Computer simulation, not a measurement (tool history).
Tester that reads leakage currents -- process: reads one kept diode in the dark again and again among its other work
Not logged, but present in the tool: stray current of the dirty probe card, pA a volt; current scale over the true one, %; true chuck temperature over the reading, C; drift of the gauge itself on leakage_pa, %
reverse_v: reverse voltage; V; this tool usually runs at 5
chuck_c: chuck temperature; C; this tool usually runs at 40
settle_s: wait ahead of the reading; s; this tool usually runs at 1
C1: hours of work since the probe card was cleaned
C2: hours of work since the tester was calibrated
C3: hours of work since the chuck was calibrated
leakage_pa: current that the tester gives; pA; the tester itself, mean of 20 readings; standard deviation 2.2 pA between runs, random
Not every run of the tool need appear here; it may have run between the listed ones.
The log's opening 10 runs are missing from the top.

run 11 day=47.712 | reverse_v=1.1 chuck_c=40 settle_s=1 | C1=1363 C2=322 C3=763 | leakage_pa=378.18
run 12 day=51.312 | reverse_v=1.1 chuck_c=37 settle_s=1 | C1=1415 C2=375 C3=816 | leakage_pa=292.61
run 13 day=55.896 | reverse_v=5 chuck_c=40 settle_s=2.24 | C1=1482 C2=442 C3=882 | leakage_pa=745
run 14 day=59.325 | reverse_v=5 chuck_c=40 settle_s=2.24 | C1=1532 C2=492 C3=933 | leakage_pa=746.08
run 15 day=65.25 | reverse_v=5 chuck_c=40 settle_s=2.24 | C1=1618 C2=578 C3=1019 | leakage_pa=746.78
run 16 day=70.212 | reverse_v=5 chuck_c=40 settle_s=2.24 | C1=1691 C2=650 C3=1091 | leakage_pa=746.06
run 17 day=76.829 | reverse_v=5 chuck_c=40 settle_s=2.24 | C1=1787 C2=747 C3=1188 | leakage_pa=746.89
run 18 day=80.867 | reverse_v=11.75 chuck_c=31 settle_s=2.24 | C1=1846 C2=806 C3=1246 | leakage_pa=502.02
run 19 day=85.292 | reverse_v=11.75 chuck_c=38 settle_s=2.24 | C1=1910 C2=870 C3=1311 | leakage_pa=923.91
run 20 day=90.188 | reverse_v=4.22 chuck_c=30 settle_s=6.28 | C1=1982 C2=942 C3=1382 | leakage_pa=289.98
run 21 day=94.696 | reverse_v=4.22 chuck_c=30 settle_s=0.61 | C1=2047 C2=1007 C3=1448 | leakage_pa=290.79
run 22 day=101.254 | reverse_v=4.22 chuck_c=30 settle_s=0.61 | C1=2143 C2=1103 C3=1544 | leakage_pa=290.45
run 23 day=105.871 | reverse_v=4.22 chuck_c=30 settle_s=0.61 | C1=2210 C2=1170 C3=1611 | leakage_pa=290.66
run 24 day=109.083 | reverse_v=4.22 chuck_c=30 settle_s=0.61 | C1=2257 C2=1217 C3=1658 | leakage_pa=290.97
run 25 day=114.554 | reverse_v=4.22 chuck_c=26 settle_s=0.94 | C1=2337 C2=1297 C3=1737 | leakage_pa=201.81
run 26 day=117.533 | reverse_v=4.22 chuck_c=47 settle_s=0.38 | C1=2380 C2=1340 C3=1781 | leakage_pa=1236.02
run 27 day=123.412 | reverse_v=1.51 chuck_c=60 settle_s=4.81 | C1=2466 C2=1426 C3=1867 | leakage_pa=2147.09
run 28 day=127.829 | reverse_v=4.27 chuck_c=40 settle_s=4.18 | C1=2530 C2=1490 C3=1931 | leakage_pa=693.68
-- day=131.488 chuck's temperature calibrated
run 29 day=132.121 | reverse_v=4.27 chuck_c=40 settle_s=4.18 | C1=2592 C2=1552 C3=9 | leakage_pa=695.62
run 30 day=138.004 | reverse_v=5 chuck_c=40 settle_s=5.55 | C1=2677 C2=1637 C3=95 | leakage_pa=745.41
run 31 day=142.021 | reverse_v=14.76 chuck_c=40 settle_s=0.49 | C1=2736 C2=1696 C3=154 | leakage_pa=1213.83
run 32 day=147.825 | reverse_v=13.3 chuck_c=38 settle_s=8.34 | C1=2821 C2=1780 C3=238 | leakage_pa=978
run 33 day=152.021 | reverse_v=2.72 chuck_c=29 settle_s=2.07 | C1=2882 C2=1842 C3=299 | leakage_pa=217.55
run 34 day=156.792 | reverse_v=5 chuck_c=28 settle_s=1 | C1=2951 C2=1911 C3=369 | leakage_pa=261.95

Branching from run 34: 4 alternative next runs. What would each branch give?
run A day=162.425 | reverse_v=4.16 chuck_c=40 settle_s=0.43 | C1=3033 C2=1993 C3=451 | leakage_pa=?
run B day=162.425 | reverse_v=5 chuck_c=40 settle_s=0.6 | C1=3033 C2=1993 C3=451 | leakage_pa=?
run C day=162.425 | reverse_v=4.32 chuck_c=45 settle_s=1.53 | C1=3033 C2=1993 C3=451 | leakage_pa=?
run D day=162.425 | reverse_v=1.37 chuck_c=42 settle_s=1.59 | C1=3033 C2=1993 C3=451 | leakage_pa=?

run=A leakage_pa=689.36
run=B leakage_pa=747.95
run=C leakage_pa=1055.71
run=D leakage_pa=495.01
Take away the tool's hidden state, keep each run's random variation, and the runs would have read:
run=A leakage_pa=689.57
run=B leakage_pa=748.18
run=C leakage_pa=1056.06
run=D leakage_pa=495.19

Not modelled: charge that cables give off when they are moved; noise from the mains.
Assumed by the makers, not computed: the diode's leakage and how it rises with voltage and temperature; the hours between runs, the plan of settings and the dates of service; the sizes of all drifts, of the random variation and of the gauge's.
